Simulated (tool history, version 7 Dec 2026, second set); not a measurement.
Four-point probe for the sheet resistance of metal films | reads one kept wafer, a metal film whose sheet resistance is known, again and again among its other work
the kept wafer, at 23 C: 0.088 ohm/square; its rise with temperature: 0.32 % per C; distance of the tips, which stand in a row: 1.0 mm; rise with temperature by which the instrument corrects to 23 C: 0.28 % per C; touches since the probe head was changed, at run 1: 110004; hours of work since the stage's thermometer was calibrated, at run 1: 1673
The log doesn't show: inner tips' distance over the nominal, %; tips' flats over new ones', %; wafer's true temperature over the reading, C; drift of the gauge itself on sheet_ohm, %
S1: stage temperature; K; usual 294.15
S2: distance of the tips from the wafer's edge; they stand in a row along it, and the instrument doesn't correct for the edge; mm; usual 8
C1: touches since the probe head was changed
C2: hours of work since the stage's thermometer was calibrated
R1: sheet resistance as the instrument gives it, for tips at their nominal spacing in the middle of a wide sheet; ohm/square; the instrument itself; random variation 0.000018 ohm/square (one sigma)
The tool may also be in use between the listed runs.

{"run": 1, "hour": 0.0, "S1": 294.15, "S2": 8, "C1": 110004, "C2": 1673, "R1": 0.089302}
{"run": 2, "hour": 45.6, "S1": 294.15, "S2": 8, "C1": 112075, "C2": 1708, "R1": 0.089323}
{"run": 3, "hour": 139.4, "S1": 294.15, "S2": 8, "C1": 116330, "C2": 1781, "R1": 0.089365}
{"hour": 207.7, "done": "stage's thermometer calibrated"}
{"run": 4, "hour": 230.6, "S1": 294.15, "S2": 8, "C1": 120447, "C2": 18, "R1": 0.089292}
{"run": 5, "hour": 327.9, "S1": 294.15, "S2": 8, "C1": 124862, "C2": 92, "R1": 0.089321}
{"run": 6, "hour": 399.5, "S1": 294.15, "S2": 11, "C1": 128112, "C2": 147, "R1": 0.089002}
{"run": 7, "hour": 490.6, "S1": 292.15, "S2": 8, "C1": 132247, "C2": 218, "R1": 0.089334}
{"run": 8, "hour": 575.1, "S1": 292.15, "S2": 8, "C1": 136084, "C2": 283, "R1": 0.089363}
{"run": 9, "hour": 636.4, "S1": 292.15, "S2": 8, "C1": 138866, "C2": 330, "R1": 0.089363}
{"run": 10, "hour": 705.4, "S1": 292.15, "S2": 8, "C1": 141996, "C2": 383, "R1": 0.089386}
{"run": 11, "hour": 790.6, "S1": 292.15, "S2": 8, "C1": 145864, "C2": 448, "R1": 0.089387}
{"run": 12, "hour": 846.6, "S1": 294.15, "S2": 8, "C1": 148409, "C2": 491, "R1": 0.089525}
{"run": 13, "hour": 936.3, "S1": 294.15, "S2": 8, "C1": 152476, "C2": 560, "R1": 0.089559}
{"run": 14, "hour": 1018.7, "S1": 294.15, "S2": 8, "C1": 156219, "C2": 624, "R1": 0.089558}
{"run": 15, "hour": 1068.8, "S1": 294.15, "S2": 8, "C1": 158491, "C2": 662, "R1": 0.089592}
{"run": 16, "hour": 1165.6, "S1": 294.15, "S2": 8, "C1": 162884, "C2": 737, "R1": 0.089619}
{"run": 17, "hour": 1264.6, "S1": 297.15, "S2": 8, "C1": 167379, "C2": 813, "R1": 0.089725}
{"run": 18, "hour": 1346.5, "S1": 297.15, "S2": 8, "C1": 171097, "C2": 876, "R1": 0.089778}
{"run": 19, "hour": 1416.2, "S1": 297.15, "S2": 8, "C1": 174261, "C2": 929, "R1": 0.089785}
{"run": 20, "hour": 1467.6, "S1": 297.15, "S2": 8, "C1": 176593, "C2": 969, "R1": 0.089831}
{"run": 21, "hour": 1511.7, "S1": 303.15, "S2": 8, "C1": 178594, "C2": 1003, "R1": 0.090033}
{"run": 22, "hour": 1609.3, "S1": 297.15, "S2": 8, "C1": 183023, "C2": 1078, "R1": 0.089866}
{"run": 23, "hour": 1711.5, "S1": 293.15, "S2": 18, "C1": 187663, "C2": 1156, "R1": 0.089165}
{"run": 24, "hour": 1785.6, "S1": 293.15, "S2": 18, "C1": 191025, "C2": 1213, "R1": 0.089171}
{"run": 25, "hour": 1877.1, "S1": 293.15, "S2": 18, "C1": 195181, "C2": 1284, "R1": 0.089205}
{"run": 26, "hour": 1956.2, "S1": 294.15, "S2": 23, "C1": 198770, "C2": 1344, "R1": 0.089229}
{"run": 27, "hour": 2038.1, "S1": 293.15, "S2": 7, "C1": 202486, "C2": 1407, "R1": 0.090058}
{"hour": 2105.5, "done": "new probe head fitted"}
{"run": 28, "hour": 2119.9, "S1": 293.15, "S2": 7, "C1": 654, "C2": 1470, "R1": 0.088912}
{"run": 29, "hour": 2173.9, "S1": 303.15, "S2": 8, "C1": 3105, "C2": 1511, "R1": 0.089048}
{"run": 30, "hour": 2254.9, "S1": 298.15, "S2": 8, "C1": 6781, "C2": 1573, "R1": 0.088891}
{"run": 31, "hour": 2302.4, "S1": 298.15, "S2": 8, "C1": 8937, "C2": 1610, "R1": 0.088923}
{"run": 32, "hour": 2372.8, "S1": 298.15, "S2": 8, "C1": 12134, "C2": 1664, "R1": 0.088932}
{"run": 33, "hour": 2446.8, "S1": 292.15, "S2": 12, "C1": 15490, "C2": 1721, "R1": 0.088342}
{"run": 34, "hour": 2502.9, "S1": 300.15, "S2": 17, "C1": 18039, "C2": 1764, "R1": 0.088503}
{"run": 35, "hour": 2560.9, "S1": 308.15, "S2": 35, "C1": 20670, "C2": 1809, "R1": 0.088607}
{"hour": 2593.8, "done": "stage's thermometer calibrated"}
{"run": 36, "hour": 2647.6, "S1": 298.15, "S2": 13, "C1": 24585, "C2": 41, "R1": 0.088479}
{"run": 37, "hour": 2724.1, "S1": 301.15, "S2": 67, "C1": 28055, "C2": 100, "R1": 0.088299}
{"run": 38, "hour": 2772.8, "S1": 294.15, "S2": 27, "C1": 30264, "C2": 138, "R1": 0.088169}
{"run": 39, "hour": 2830.2, "S1": 300.15, "S2": 5, "C1": 32872, "C2": 182, "R1": 0.090203}
{"run": 40, "hour": 2915.9, "S1": 307.15, "S2": 14, "C1": 36762, "C2": 248, "R1": 0.088852}
{"run": 41, "hour": 2975.8, "S1": 292.15, "S2": 6, "C1": 39480, "C2": 294, "R1": 0.089417}

Forecast each of these 3 alternatives for the next run:
{"run": "A", "hour": 3029.3, "S1": 292.15, "S2": 6, "C1": 41908, "C2": 335, "R1": "?"}
{"run": "B", "hour": 3029.3, "S1": 301.15, "S2": 12, "C1": 41908, "C2": 335, "R1": "?"}
{"run": "C", "hour": 3029.3, "S1": 293.15, "S2": 12, "C1": 41908, "C2": 335, "R1": "?"}

run=A R1=0.089429
run=B R1=0.08876
run=C R1=0.088483
Without the tool's hidden state the same runs would have given:
run=A R1=0.089173
run=B R1=0.088507
run=C R1=0.08823
